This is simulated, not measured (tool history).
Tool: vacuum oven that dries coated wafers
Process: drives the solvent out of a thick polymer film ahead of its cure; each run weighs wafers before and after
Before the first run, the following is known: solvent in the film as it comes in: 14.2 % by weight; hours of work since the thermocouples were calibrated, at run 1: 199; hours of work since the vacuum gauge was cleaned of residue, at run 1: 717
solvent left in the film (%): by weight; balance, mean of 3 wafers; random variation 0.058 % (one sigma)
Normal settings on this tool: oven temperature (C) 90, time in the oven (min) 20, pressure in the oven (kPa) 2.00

run,hour,oven temperature (C),time in the oven (min),pressure in the oven (kPa),hours of work since the thermocouples were calibrated,hours of work since the vacuum gauge was cleaned of residue,solvent left in the film (%)
1,0.0,90,20,2.00,199,717,3.16
2,38.4,90,20,2.00,216,733,3.22
3,79.3,90,20,2.00,234,752,3.27
4,124.3,90,20,2.00,254,771,3.21
5,204.4,90,20,2.00,289,807,3.33
6,252.4,90,20,2.00,310,828,3.18
7,300.1,90,20,2.00,331,849,3.28
8,389.9,90,20,2.00,371,889,3.29
9,427.2,90,20,2.00,387,905,3.34
10,497.5,90,20,2.00,418,936,3.37
11,577.3,90,20,2.00,454,972,3.30
12,648.2,90,20,1.40,485,1003,3.20
13,703.6,90,20,2.00,510,1027,3.49
14,789.9,90,20,2.00,548,1066,3.39
15,877.7,90,20,2.00,587,1104,3.39
16,935.9,90,20,7.54,612,1130,5.03
# hour 942.6: oven's thermocouples calibrated
17,1004.5,90,20,7.54,27,1160,4.67
18,1041.5,90,12,7.54,44,1176,6.39
19,1128.0,90,12,7.54,82,1214,6.53
20,1188.5,90,20,1.36,109,1241,2.91
21,1238.7,90,20,2.00,131,1263,3.20
22,1285.1,105,17,2.00,151,1284,1.21
23,1326.3,90,29,2.00,170,1302,1.94
24,1410.8,90,29,2.00,207,1339,2.13
25,1467.1,79,19,2.00,232,1364,5.97
26,1530.5,79,13,1.72,260,1392,7.37
27,1600.1,86,29,6.81,291,1423,4.58
28,1680.0,92,20,2.00,326,1458,2.86
29,1732.6,93,19,4.15,349,1481,3.50
30,1805.6,90,20,6.31,381,1514,4.62
31,1842.2,90,20,1.33,398,1530,3.14
32,1927.0,81,14,6.60,435,1567,8.27
33,2001.2,81,14,6.60,468,1600,8.04
34,2077.9,103,20,3.64,502,1634,1.55
35,2140.6,96,28,1.01,529,1662,1.09
36,2198.7,92,30,4.68,555,1687,2.48
37,2274.0,101,32,1.90,588,1721,0.71
# hour 2332.1: oven's thermocouples calibrated
38,2362.8,101,13,4.04,14,1759,2.80
39,2434.1,90,19,1.25,45,1791,3.18
40,2523.6,90,19,1.25,85,1830,3.10
41,2599.8,89,19,5.05,118,1864,4.51
42,2684.6,89,19,5.05,156,1901,4.46

What differs in the tool's unlogged condition from the final listed run ahead of each entry between runs to the first listed run following it?
Between runs 16 and 17: oven's thermocouples calibrated (hour 942.6)
  true wafer temperature over the reading, C: -1.65 -> -0.39; true pressure over the reading, kPa: 0.221 -> 0.227
  what was measured, less what the result would be without the hidden state, solvent left in the film (%): +0.47 -> +0.15
Between runs 37 and 38: oven's thermocouples calibrated (hour 2332.1)
  true wafer temperature over the reading, C: -1.55 -> 0.13; true pressure over the reading, kPa: 0.345 -> 0.352
  what was measured, less what the result would be without the hidden state, solvent left in the film (%): +0.16 -> +0.04
